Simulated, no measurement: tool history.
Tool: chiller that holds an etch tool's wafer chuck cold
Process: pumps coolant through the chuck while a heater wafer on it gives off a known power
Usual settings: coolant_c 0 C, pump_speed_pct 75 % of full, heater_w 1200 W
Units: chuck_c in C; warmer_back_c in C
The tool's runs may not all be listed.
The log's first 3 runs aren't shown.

Run 4, hour 61.9: usual settings but pump_speed_pct 71 % of full, heater_w 1234 W. Result: chuck_c 14.3 C, warmer_back_c 5.49 C.
Run 5, hour 85: usual settings but pump_speed_pct 71 % of full, heater_w 1234 W. Result: chuck_c 14.3 C, warmer_back_c 5.5 C.
Run 6, hour 99: usual settings. Result: chuck_c 13.5 C, warmer_back_c 5.1 C.
Run 7, hour 113: usual settings. Result: chuck_c 13.4 C, warmer_back_c 5.05 C.
Run 8, hour 127.5: usual settings but coolant_c -2 C. Result: chuck_c 11.4 C, warmer_back_c 5.11 C.
Run 9, hour 150.2: usual settings. Result: chuck_c 13.6 C, warmer_back_c 5.07 C.
Run 10, hour 170: usual settings. Result: chuck_c 13.5 C, warmer_back_c 5.11 C.
Run 11, hour 186: usual settings. Result: chuck_c 13.4 C, warmer_back_c 5.06 C.
Run 12, hour 202.2: usual settings. Result: chuck_c 13.3 C, warmer_back_c 5.1 C.
Run 13, hour 230: usual settings but pump_speed_pct 91 % of full. Result: chuck_c 11.8 C, warmer_back_c 4.16 C.
Run 14, hour 255.9: usual settings but pump_speed_pct 91 % of full. Result: chuck_c 11.6 C, warmer_back_c 4.19 C.
Run 15, hour 272.4: usual settings but pump_speed_pct 91 % of full. Result: chuck_c 11.7 C, warmer_back_c 4.2 C.
Run 16, hour 304: usual settings but pump_speed_pct 91 % of full. Result: chuck_c 11.7 C, warmer_back_c 4.25 C.
Run 17, hour 326.7: usual settings but coolant_c -8 C, pump_speed_pct 91 % of full. Result: chuck_c 3.7 C, warmer_back_c 4.29 C.
Run 18, hour 341.3: usual settings but coolant_c -8 C, pump_speed_pct 93 % of full, heater_w 1701 W. Result: chuck_c 8.2 C, warmer_back_c 5.89 C.
Run 19, hour 359.7: usual settings but coolant_c -7 C, pump_speed_pct 73 % of full, heater_w 1701 W. Result: chuck_c 12.6 C, warmer_back_c 7.46 C.
Run 20, hour 384.5: usual settings but coolant_c -7 C, pump_speed_pct 78 % of full, heater_w 660 W. Result: chuck_c 0.4 C, warmer_back_c 2.69 C.
Run 21, hour 414.6: usual settings but coolant_c 4 C, pump_speed_pct 69 % of full, heater_w 755 W. Result: chuck_c 13.2 C, warmer_back_c 3.48 C.

Forecast run 22:
Run 22, hour 431.3: usual settings but coolant_c 4 C, pump_speed_pct 69 % of full, heater_w 755 W. Result: chuck_c ?, warmer_back_c ?.

{"run 22": {"chuck_c": 13.3, "warmer_back_c": 3.49}}
Without the tool's hidden state the same run would have given chuck_c 12.3 C, warmer_back_c 3.48 C.
